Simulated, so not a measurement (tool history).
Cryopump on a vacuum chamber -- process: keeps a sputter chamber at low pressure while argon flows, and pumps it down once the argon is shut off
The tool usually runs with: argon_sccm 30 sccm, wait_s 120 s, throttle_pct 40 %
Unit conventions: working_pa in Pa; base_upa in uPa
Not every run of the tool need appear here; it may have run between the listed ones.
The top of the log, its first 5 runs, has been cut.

run	hour	argon_sccm	wait_s	throttle_pct	hours of work since the pump was warmed up and emptied	hours of work since the cold head was overhauled	hours of work since the chamber's fittings were tightened	working_pa	base_upa
6	88.2	37	120	40	255	255	1248	0.0720	0.88
7	105.7	37	120	40	263	263	1257	0.0719	0.85
8	120.2	30	120	40	270	270	1263	0.0588	0.88
9	134.7	30	120	40	277	277	1270	0.0584	0.89
10	152.0	30	120	40	285	285	1278	0.0582	0.87
11	163.2	30	46	40	290	290	1284	0.0583	1.68
12	174.5	30	46	40	296	296	1289	0.0589	1.61
13	186.0	30	46	40	301	301	1295	0.0578	1.63
14	201.6	30	46	46	309	309	1302	0.0521	1.61
15	215.1	30	46	46	315	315	1308	0.0510	1.67
16	234.2	30	46	46	324	324	1318	0.0513	1.62
17	256.2	30	46	46	335	335	1328	0.0520	1.67
18	270.2	22	46	23	341	341	1335	0.0737	1.61
19	292.5	42	76	58	352	352	1345	0.0589	1.17
20	312.6	42	76	58	361	361	1355	0.0576	1.17
21	327.5	29	109	59	368	368	1362	0.0394	0.95
22	347.9	59	44	33	378	378	1372	0.1400	1.68
23	371.4	59	107	33	389	389	1383	0.1404	0.98
24	395.2	30	72	40	401	401	1394	0.0597	1.23
25	406.5	22	120	40	406	406	1399	0.0432	0.95
26	417.5	19	39	22	411	411	1405	0.0667	1.94

Run 27, settings as shown, results not yet in. Your forecast:
27	428.8	56	39	41	417	417	1410	?	?

{"run 27": {"working_pa": 0.1091, "base_upa": 1.88}}
Were there no unlogged condition in the tool, this run, its random variation unchanged, would have produced working_pa 0.1023 Pa, base_upa 1.56 uPa.

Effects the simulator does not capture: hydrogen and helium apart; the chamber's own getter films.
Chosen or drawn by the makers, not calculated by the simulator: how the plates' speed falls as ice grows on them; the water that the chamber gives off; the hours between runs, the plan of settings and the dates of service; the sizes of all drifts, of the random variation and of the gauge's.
